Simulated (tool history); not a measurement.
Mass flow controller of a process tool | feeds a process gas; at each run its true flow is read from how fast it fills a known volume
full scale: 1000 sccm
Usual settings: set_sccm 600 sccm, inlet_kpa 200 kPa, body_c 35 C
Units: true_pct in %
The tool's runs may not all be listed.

run 1 day=0.000 | set_sccm=600 inlet_kpa=200 body_c=35 | true_pct=99.71
run 2 day=6.217 | set_sccm=467 inlet_kpa=200 body_c=35 | true_pct=99.47
run 3 day=9.104 | set_sccm=467 inlet_kpa=200 body_c=35 | true_pct=99.46
run 4 day=13.817 | set_sccm=467 inlet_kpa=200 body_c=35 | true_pct=99.41
run 5 day=19.562 | set_sccm=467 inlet_kpa=200 body_c=35 | true_pct=99.37
run 6 day=25.092 | set_sccm=467 inlet_kpa=200 body_c=35 | true_pct=99.58
run 7 day=28.621 | set_sccm=467 inlet_kpa=200 body_c=21 | true_pct=98.58
run 8 day=31.750 | set_sccm=467 inlet_kpa=214 body_c=21 | true_pct=98.49
run 9 day=38.721 | set_sccm=467 inlet_kpa=214 body_c=30 | true_pct=99.00
run 10 day=45.708 | set_sccm=467 inlet_kpa=214 body_c=30 | true_pct=99.08
run 11 day=48.829 | set_sccm=467 inlet_kpa=214 body_c=30 | true_pct=98.98
run 12 day=51.892 | set_sccm=600 inlet_kpa=200 body_c=38 | true_pct=99.86
run 13 day=57.075 | set_sccm=600 inlet_kpa=200 body_c=38 | true_pct=99.84
run 14 day=63.871 | set_sccm=214 inlet_kpa=200 body_c=29 | true_pct=98.61
run 15 day=67.121 | set_sccm=600 inlet_kpa=200 body_c=35 | true_pct=99.76
run 16 day=74.121 | set_sccm=219 inlet_kpa=200 body_c=35 | true_pct=98.99
run 17 day=78.317 | set_sccm=361 inlet_kpa=149 body_c=37 | true_pct=99.84
run 18 day=83.008 | set_sccm=361 inlet_kpa=149 body_c=37 | true_pct=99.76
run 19 day=87.517 | set_sccm=361 inlet_kpa=219 body_c=26 | true_pct=98.47
run 20 day=91.412 | set_sccm=526 inlet_kpa=219 body_c=26 | true_pct=98.94
run 21 day=96.933 | set_sccm=526 inlet_kpa=219 body_c=26 | true_pct=98.87
run 22 day=100.304 | set_sccm=187 inlet_kpa=200 body_c=38 | true_pct=99.02
run 23 day=107.288 | set_sccm=187 inlet_kpa=200 body_c=38 | true_pct=98.91
run 24 day=111.312 | set_sccm=165 inlet_kpa=225 body_c=26 | true_pct=98.12
run 25 day=117.129 | set_sccm=165 inlet_kpa=209 body_c=21 | true_pct=97.95
run 26 day=124.075 | set_sccm=139 inlet_kpa=200 body_c=35 | true_pct=98.64

5 ways to go on from here, each from the tool as it stands after run 26. What would each give?
run A day=127.333 | set_sccm=258 inlet_kpa=202 body_c=40 | true_pct=?
run B day=127.333 | set_sccm=600 inlet_kpa=200 body_c=25 | true_pct=?
run C day=127.333 | set_sccm=139 inlet_kpa=221 body_c=36 | true_pct=?
run D day=127.333 | set_sccm=158 inlet_kpa=162 body_c=35 | true_pct=?
run E day=127.333 | set_sccm=139 inlet_kpa=200 body_c=23 | true_pct=?

run=A true_pct=99.20
run=B true_pct=99.34
run=C true_pct=98.54
run=D true_pct=99.01
run=E true_pct=98.03
Without the tool's hidden state the same runs would have given:
run=A true_pct=99.20
run=B true_pct=99.34
run=C true_pct=98.53
run=D true_pct=99.01
run=E true_pct=98.02

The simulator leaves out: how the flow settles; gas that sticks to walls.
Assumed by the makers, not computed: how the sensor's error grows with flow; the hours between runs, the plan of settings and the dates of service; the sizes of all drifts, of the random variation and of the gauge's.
